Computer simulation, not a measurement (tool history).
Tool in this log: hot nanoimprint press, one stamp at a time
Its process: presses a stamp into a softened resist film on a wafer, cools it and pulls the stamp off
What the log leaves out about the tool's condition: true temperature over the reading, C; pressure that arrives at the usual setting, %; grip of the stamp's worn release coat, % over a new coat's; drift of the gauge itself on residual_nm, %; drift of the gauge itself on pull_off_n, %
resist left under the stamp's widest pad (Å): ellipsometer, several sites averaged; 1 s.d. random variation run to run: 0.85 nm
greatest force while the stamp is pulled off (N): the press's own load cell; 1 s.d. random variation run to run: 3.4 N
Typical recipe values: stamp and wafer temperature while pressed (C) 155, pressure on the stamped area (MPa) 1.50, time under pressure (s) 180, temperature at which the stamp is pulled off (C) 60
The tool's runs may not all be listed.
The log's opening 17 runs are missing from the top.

run,hour,stamp and wafer temperature while pressed (C),pressure on the stamped area (MPa),time under pressure (s),temperature at which the stamp is pulled off (C),hours of work since the thermocouple was calibrated,imprints on the stamp's release coat,hours of work since the press's seals were changed,resist left under the stamp's widest pad (Å),greatest force while the stamp is pulled off (N)
18,209.1,155,1.50,180,53,209,145,149,1109,207
19,217.1,155,1.86,180,53,213,166,152,977,204
20,225.3,155,1.99,103,55,217,187,156,1151,190
21,235.3,147,1.50,180,50,222,213,161,1431,223
22,249.6,149,1.47,115,60,228,249,168,1536,173
23,261.2,162,1.50,180,60,234,279,173,886,168
24,276.2,150,1.50,180,52,241,317,180,1303,215
25,291.9,155,1.14,180,62,248,358,187,1254,170
26,302.8,146,1.24,261,62,253,386,193,1446,162
27,314.8,146,1.24,261,62,259,416,198,1438,169
28,330.0,162,1.29,110,57,266,455,205,1108,191
29,342.7,162,1.29,110,57,272,488,211,1106,190
30,350.9,155,1.10,97,60,276,509,215,1539,177

Predict each of these 4 candidate next runs independently; none follows another, all start after run 30:
A,362.1,155,1.10,97,58,281,538,220,?,?
B,362.1,155,1.10,269,52,281,538,220,?,?
C,362.1,160,1.15,180,55,281,538,220,?,?
D,362.1,155,1.82,97,61,281,538,220,?,?

run,resist left under the stamp's widest pad (Å),greatest force while the stamp is pulled off (N)
A,1542,190
B,1116,216
C,1053,194
D,1221,171
Without the tool's hidden state the same runs would have given:
run,resist left under the stamp's widest pad (Å),greatest force while the stamp is pulled off (N)
A,1603,190
B,1172,215
C,1103,194
D,1277,171

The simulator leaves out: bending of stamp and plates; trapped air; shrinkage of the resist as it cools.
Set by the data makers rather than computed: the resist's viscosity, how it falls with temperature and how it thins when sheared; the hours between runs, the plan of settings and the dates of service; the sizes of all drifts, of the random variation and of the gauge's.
